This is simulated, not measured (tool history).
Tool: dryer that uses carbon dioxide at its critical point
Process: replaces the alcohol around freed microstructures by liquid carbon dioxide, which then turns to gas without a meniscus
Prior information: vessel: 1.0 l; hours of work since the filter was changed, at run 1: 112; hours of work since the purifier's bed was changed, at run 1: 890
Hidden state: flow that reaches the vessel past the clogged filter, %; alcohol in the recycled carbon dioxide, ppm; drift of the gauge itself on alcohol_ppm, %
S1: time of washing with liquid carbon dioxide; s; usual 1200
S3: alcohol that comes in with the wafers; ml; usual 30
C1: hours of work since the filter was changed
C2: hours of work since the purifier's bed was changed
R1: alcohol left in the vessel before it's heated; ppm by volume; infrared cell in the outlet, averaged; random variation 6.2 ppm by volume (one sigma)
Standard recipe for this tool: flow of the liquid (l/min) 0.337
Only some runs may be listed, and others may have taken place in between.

{"run": 1, "hour": 0.0, "S1": 1200, "flow of the liquid (l/min)": 0.337, "S3": 30, "C1": 112, "C2": 890, "R1": 479}
{"run": 2, "hour": 50.6, "S1": 1200, "flow of the liquid (l/min)": 0.337, "S3": 30, "C1": 131, "C2": 909, "R1": 482}
{"run": 3, "hour": 115.4, "S1": 720, "flow of the liquid (l/min)": 0.337, "S3": 30, "C1": 155, "C2": 933, "R1": 2149}
{"run": 4, "hour": 148.1, "S1": 780, "flow of the liquid (l/min)": 0.337, "S3": 30, "C1": 167, "C2": 945, "R1": 1727}
{"run": 5, "hour": 210.6, "S1": 780, "flow of the liquid (l/min)": 0.337, "S3": 30, "C1": 190, "C2": 968, "R1": 1786}
{"hour": 239.8, "done": "purifier's bed changed"}
{"run": 6, "hour": 250.5, "S1": 1200, "flow of the liquid (l/min)": 0.337, "S3": 30, "C1": 203, "C2": 4, "R1": 357}
{"run": 7, "hour": 283.3, "S1": 1200, "flow of the liquid (l/min)": 0.337, "S3": 30, "C1": 215, "C2": 16, "R1": 367}
{"run": 8, "hour": 328.2, "S1": 1200, "flow of the liquid (l/min)": 0.337, "S3": 30, "C1": 232, "C2": 32, "R1": 382}
{"run": 9, "hour": 375.8, "S1": 1200, "flow of the liquid (l/min)": 0.337, "S3": 74, "C1": 249, "C2": 50, "R1": 916}
{"run": 10, "hour": 432.2, "S1": 1200, "flow of the liquid (l/min)": 0.337, "S3": 30, "C1": 270, "C2": 71, "R1": 412}
{"run": 11, "hour": 463.5, "S1": 1200, "flow of the liquid (l/min)": 0.337, "S3": 30, "C1": 281, "C2": 82, "R1": 423}
{"run": 12, "hour": 513.8, "S1": 1200, "flow of the liquid (l/min)": 0.337, "S3": 25, "C1": 300, "C2": 101, "R1": 372}
{"run": 13, "hour": 569.9, "S1": 1200, "flow of the liquid (l/min)": 0.337, "S3": 25, "C1": 320, "C2": 121, "R1": 384}
{"run": 14, "hour": 620.6, "S1": 1200, "flow of the liquid (l/min)": 0.337, "S3": 25, "C1": 339, "C2": 140, "R1": 389}
{"hour": 627.3, "done": "inlet filter changed"}
{"run": 15, "hour": 659.1, "S1": 1200, "flow of the liquid (l/min)": 0.337, "S3": 25, "C1": 12, "C2": 154, "R1": 238}
{"run": 16, "hour": 709.7, "S1": 1200, "flow of the liquid (l/min)": 0.419, "S3": 30, "C1": 30, "C2": 172, "R1": 116}
{"run": 17, "hour": 747.6, "S1": 1200, "flow of the liquid (l/min)": 0.419, "S3": 30, "C1": 44, "C2": 186, "R1": 121}
{"run": 18, "hour": 818.1, "S1": 1200, "flow of the liquid (l/min)": 0.419, "S3": 30, "C1": 70, "C2": 212, "R1": 138}
{"run": 19, "hour": 860.1, "S1": 1200, "flow of the liquid (l/min)": 0.419, "S3": 30, "C1": 85, "C2": 227, "R1": 125}
{"run": 20, "hour": 896.9, "S1": 1800, "flow of the liquid (l/min)": 0.337, "S3": 30, "C1": 99, "C2": 241, "R1": 78}
{"run": 21, "hour": 943.1, "S1": 1800, "flow of the liquid (l/min)": 0.337, "S3": 30, "C1": 116, "C2": 258, "R1": 83}
{"run": 22, "hour": 975.5, "S1": 1200, "flow of the liquid (l/min)": 0.337, "S3": 30, "C1": 128, "C2": 270, "R1": 353}
{"run": 23, "hour": 1044.5, "S1": 1200, "flow of the liquid (l/min)": 0.337, "S3": 30, "C1": 153, "C2": 295, "R1": 375}
{"run": 24, "hour": 1093.5, "S1": 1200, "flow of the liquid (l/min)": 0.388, "S3": 93, "C1": 171, "C2": 313, "R1": 551}
{"run": 25, "hour": 1142.5, "S1": 1200, "flow of the liquid (l/min)": 0.388, "S3": 93, "C1": 189, "C2": 331, "R1": 553}
{"run": 26, "hour": 1188.1, "S1": 960, "flow of the liquid (l/min)": 0.234, "S3": 30, "C1": 206, "C2": 348, "R1": 2603}
{"run": 27, "hour": 1225.9, "S1": 1860, "flow of the liquid (l/min)": 0.337, "S3": 64, "C1": 220, "C2": 362, "R1": 133}
{"run": 28, "hour": 1265.1, "S1": 780, "flow of the liquid (l/min)": 0.337, "S3": 64, "C1": 234, "C2": 376, "R1": 3594}
{"run": 29, "hour": 1317.3, "S1": 780, "flow of the liquid (l/min)": 0.33, "S3": 41, "C1": 253, "C2": 395, "R1": 2532}
{"run": 30, "hour": 1358.7, "S1": 1200, "flow of the liquid (l/min)": 0.337, "S3": 32, "C1": 269, "C2": 411, "R1": 482}
{"run": 31, "hour": 1406.5, "S1": 1260, "flow of the liquid (l/min)": 0.447, "S3": 61, "C1": 286, "C2": 428, "R1": 220}
{"run": 32, "hour": 1466.7, "S1": 1260, "flow of the liquid (l/min)": 0.447, "S3": 61, "C1": 308, "C2": 450, "R1": 229}
{"run": 33, "hour": 1509.5, "S1": 1200, "flow of the liquid (l/min)": 0.429, "S3": 21, "C1": 324, "C2": 466, "R1": 176}
{"hour": 1558.0, "done": "inlet filter changed"}
{"run": 34, "hour": 1568.4, "S1": 1200, "flow of the liquid (l/min)": 0.302, "S3": 43, "C1": 4, "C2": 487, "R1": 704}
{"run": 35, "hour": 1600.4, "S1": 1560, "flow of the liquid (l/min)": 0.302, "S3": 43, "C1": 16, "C2": 499, "R1": 267}
{"run": 36, "hour": 1638.2, "S1": 1560, "flow of the liquid (l/min)": 0.47, "S3": 43, "C1": 29, "C2": 513, "R1": 106}
{"run": 37, "hour": 1681.1, "S1": 1560, "flow of the liquid (l/min)": 0.47, "S3": 43, "C1": 45, "C2": 529, "R1": 105}
{"run": 38, "hour": 1737.4, "S1": 720, "flow of the liquid (l/min)": 0.337, "S3": 30, "C1": 66, "C2": 549, "R1": 1888}
{"run": 39, "hour": 1806.6, "S1": 720, "flow of the liquid (l/min)": 0.337, "S3": 30, "C1": 91, "C2": 575, "R1": 1943}
{"run": 40, "hour": 1840.0, "S1": 1260, "flow of the liquid (l/min)": 0.476, "S3": 55, "C1": 104, "C2": 587, "R1": 155}
{"run": 41, "hour": 1898.8, "S1": 1740, "flow of the liquid (l/min)": 0.528, "S3": 30, "C1": 125, "C2": 609, "R1": 109}
{"run": 42, "hour": 1960.2, "S1": 1920, "flow of the liquid (l/min)": 0.414, "S3": 66, "C1": 148, "C2": 631, "R1": 131}
{"run": 43, "hour": 2008.5, "S1": 1920, "flow of the liquid (l/min)": 0.414, "S3": 66, "C1": 165, "C2": 649, "R1": 123}
{"run": 44, "hour": 2041.2, "S1": 1440, "flow of the liquid (l/min)": 0.414, "S3": 87, "C1": 177, "C2": 661, "R1": 234}
{"run": 45, "hour": 2073.3, "S1": 900, "flow of the liquid (l/min)": 0.486, "S3": 100, "C1": 189, "C2": 673, "R1": 893}
{"run": 46, "hour": 2115.6, "S1": 840, "flow of the liquid (l/min)": 0.284, "S3": 30, "C1": 205, "C2": 688, "R1": 2325}

Alternative continuations, all from the tool just after run 46; predict every row:
{"run": "A", "hour": 2156.0, "S1": 1200, "flow of the liquid (l/min)": 0.337, "S3": 33, "C1": 220, "C2": 703, "R1": "?"}
{"run": "B", "hour": 2156.0, "S1": 1200, "flow of the liquid (l/min)": 0.337, "S3": 100, "C1": 220, "C2": 703, "R1": "?"}
{"run": "C", "hour": 2156.0, "S1": 1200, "flow of the liquid (l/min)": 0.236, "S3": 30, "C1": 220, "C2": 703, "R1": "?"}
{"run": "D", "hour": 2156.0, "S1": 1500, "flow of the liquid (l/min)": 0.284, "S3": 30, "C1": 220, "C2": 703, "R1": "?"}

run=A R1=525
run=B R1=1287
run=C R1=1538
run=D R1=412
The same runs, with their run-to-run variation unchanged, on a tool lacking any hidden condition would have given:
run=A R1=270
run=B R1=788
run=C R1=1078
run=D R1=194

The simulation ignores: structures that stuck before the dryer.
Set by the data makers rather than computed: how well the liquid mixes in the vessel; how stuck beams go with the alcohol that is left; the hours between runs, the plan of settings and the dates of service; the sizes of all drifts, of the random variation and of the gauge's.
